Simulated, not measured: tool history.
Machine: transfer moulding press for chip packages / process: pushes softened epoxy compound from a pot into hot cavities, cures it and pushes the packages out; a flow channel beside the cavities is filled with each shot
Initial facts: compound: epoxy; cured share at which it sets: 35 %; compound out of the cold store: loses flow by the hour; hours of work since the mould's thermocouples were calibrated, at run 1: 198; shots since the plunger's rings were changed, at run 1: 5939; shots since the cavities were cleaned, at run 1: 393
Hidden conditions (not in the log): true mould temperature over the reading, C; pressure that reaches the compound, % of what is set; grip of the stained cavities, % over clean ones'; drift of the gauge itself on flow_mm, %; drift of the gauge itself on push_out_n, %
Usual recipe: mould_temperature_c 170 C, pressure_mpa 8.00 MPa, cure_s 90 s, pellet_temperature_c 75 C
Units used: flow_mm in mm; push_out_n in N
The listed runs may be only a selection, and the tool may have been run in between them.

| run | hour | mould_temperature_c | pressure_mpa | cure_s | pellet_temperature_c | hours of work since the mould's thermocouples were calibrated | shots since the plunger's rings were changed | shots since the cavities were cleaned | incoming compound's hours out of the cold store | flow_mm | push_out_n |
|---|---|---|---|---|---|---|---|---|---|---|---|
| 1 | 0.0 | 170 | 8.00 | 90 | 75 | 198 | 5939 | 393 | 10.9 | 470 | 464 |
|  | 12.1 | cavities cleaned with cleaning compound and waxed |
| 2 | 51.1 | 170 | 8.00 | 90 | 75 | 221 | 6377 | 345 | 22.2 | 445 | 429 |
|  | 68.1 | cavities cleaned with cleaning compound and waxed |
|  | 99.7 | plunger's sealing rings changed |
| 3 | 117.6 | 170 | 8.00 | 89 | 75 | 250 | 158 | 415 | 35.8 | 478 | 473 |
|  | 129.8 | cavities cleaned with cleaning compound and waxed |
| 4 | 170.6 | 170 | 8.00 | 90 | 75 | 275 | 611 | 359 | 47.9 | 458 | 443 |
|  | 186.8 | cavities cleaned with cleaning compound and waxed |
| 5 | 233.2 | 170 | 9.26 | 90 | 75 | 303 | 1151 | 410 | 16.2 | 535 | 466 |
|  | 243.2 | cavities cleaned with cleaning compound and waxed |
|  | 298.1 | cavities cleaned with cleaning compound and waxed |
| 6 | 298.1 | 170 | 9.26 | 90 | 75 | 332 | 1696 | 0 | 27.7 | 518 | 346 |
| 7 | 330.7 | 170 | 9.26 | 90 | 75 | 348 | 1983 | 287 | 33.6 | 514 | 418 |
|  | 353.0 | cavities cleaned with cleaning compound and waxed |
| 8 | 388.2 | 170 | 8.00 | 73 | 75 | 374 | 2477 | 310 | 40.8 | 456 | 636 |
|  | 408.9 | cavities cleaned with cleaning compound and waxed |
| 9 | 434.9 | 170 | 8.00 | 98 | 75 | 395 | 2875 | 229 | 13.2 | 490 | 367 |
|  | 440.5 | mould's thermocouples calibrated |
|  | 470.1 | cavities cleaned with cleaning compound and waxed |
| 10 | 492.7 | 170 | 8.00 | 98 | 75 | 24 | 3354 | 199 | 22.8 | 473 | 369 |
|  | 527.8 | cavities cleaned with cleaning compound and waxed |
| 11 | 546.8 | 170 | 8.00 | 98 | 75 | 49 | 3818 | 168 | 37.6 | 445 | 369 |
|  | 583.3 | cavities cleaned with cleaning compound and waxed |
| 12 | 584.0 | 170 | 8.00 | 98 | 75 | 65 | 4132 | 6 | 16.6 | 486 | 303 |
|  | 609.4 | mould's thermocouples calibrated, once more |
|  | 643.3 | cavities cleaned with cleaning compound and waxed |
| 13 | 644.9 | 170 | 8.00 | 98 | 75 | 16 | 4639 | 14 | 23.5 | 466 | 311 |
| 14 | 692.3 | 173 | 7.41 | 124 | 78 | 38 | 5057 | 432 | 16.7 | 446 | 354 |
|  | 699.4 | cavities cleaned with cleaning compound and waxed |
| 15 | 732.4 | 172 | 8.00 | 90 | 67 | 56 | 5397 | 291 | 38.4 | 434 | 386 |
|  | 755.6 | cavities cleaned with cleaning compound and waxed |
| 16 | 779.0 | 172 | 8.00 | 90 | 67 | 78 | 5794 | 206 | 15.7 | 461 | 358 |
|  | 814.7 | cavities cleaned with cleaning compound and waxed |
| 17 | 825.1 | 166 | 8.00 | 90 | 75 | 99 | 6187 | 91 | 45.0 | 428 | 466 |
| 18 | 856.6 | 169 | 6.37 | 90 | 67 | 113 | 6466 | 370 | 13.0 | 409 | 497 |
|  | 871.7 | cavities cleaned with cleaning compound and waxed |
|  | 895.7 | plunger's sealing rings changed |
| 19 | 903.0 | 170 | 8.54 | 90 | 78 | 133 | 64 | 254 | 32.5 | 499 | 412 |
|  | 929.2 | cavities cleaned with cleaning compound and waxed |
| 20 | 931.7 | 170 | 8.54 | 90 | 78 | 146 | 304 | 22 | 39.1 | 496 | 324 |
| 21 | 967.4 | 170 | 8.54 | 90 | 78 | 163 | 618 | 336 | 29.9 | 503 | 429 |
|  | 984.0 | cavities cleaned with cleaning compound and waxed |
| 22 | 1005.8 | 178 | 8.00 | 90 | 67 | 180 | 944 | 192 | 18.5 | 486 | 315 |
|  | 1040.5 | cavities cleaned with cleaning compound and waxed |
| 23 | 1042.1 | 178 | 8.00 | 90 | 67 | 197 | 1251 | 14 | 14.6 | 492 | 268 |
| 24 | 1081.2 | 167 | 8.00 | 90 | 67 | 215 | 1595 | 358 | 9.3 | 517 | 551 |
|  | 1099.8 | cavities cleaned with cleaning compound and waxed |
| 25 | 1128.6 | 163 | 8.00 | 90 | 66 | 236 | 2000 | 254 | 18.8 | 513 | 742 |

Branching from run 25: 3 alternative next runs. What would each branch give?
|  | 1155.4 | cavities cleaned with cleaning compound and waxed |
| A | 1177.6 | 170 | 9.62 | 90 | 82 | 259 | 2419 | 196 | 42.2 | ? | ? |
|  | 1155.4 | cavities cleaned with cleaning compound and waxed |
| B | 1177.6 | 175 | 8.00 | 90 | 75 | 259 | 2419 | 196 | 47.0 | ? | ? |
|  | 1155.4 | cavities cleaned with cleaning compound and waxed |
| C | 1177.6 | 170 | 7.78 | 90 | 72 | 259 | 2419 | 196 | 10.8 | ? | ? |

| run | flow_mm | push_out_n |
|---|---|---|
| A | 498 | 392 |
| B | 445 | 318 |
| C | 506 | 413 |
Stripped of hidden state, with their random variation kept, the same runs would have yielded:
| run | flow_mm | push_out_n |
|---|---|---|
| A | 517 | 315 |
| B | 462 | 258 |
| C | 525 | 332 |
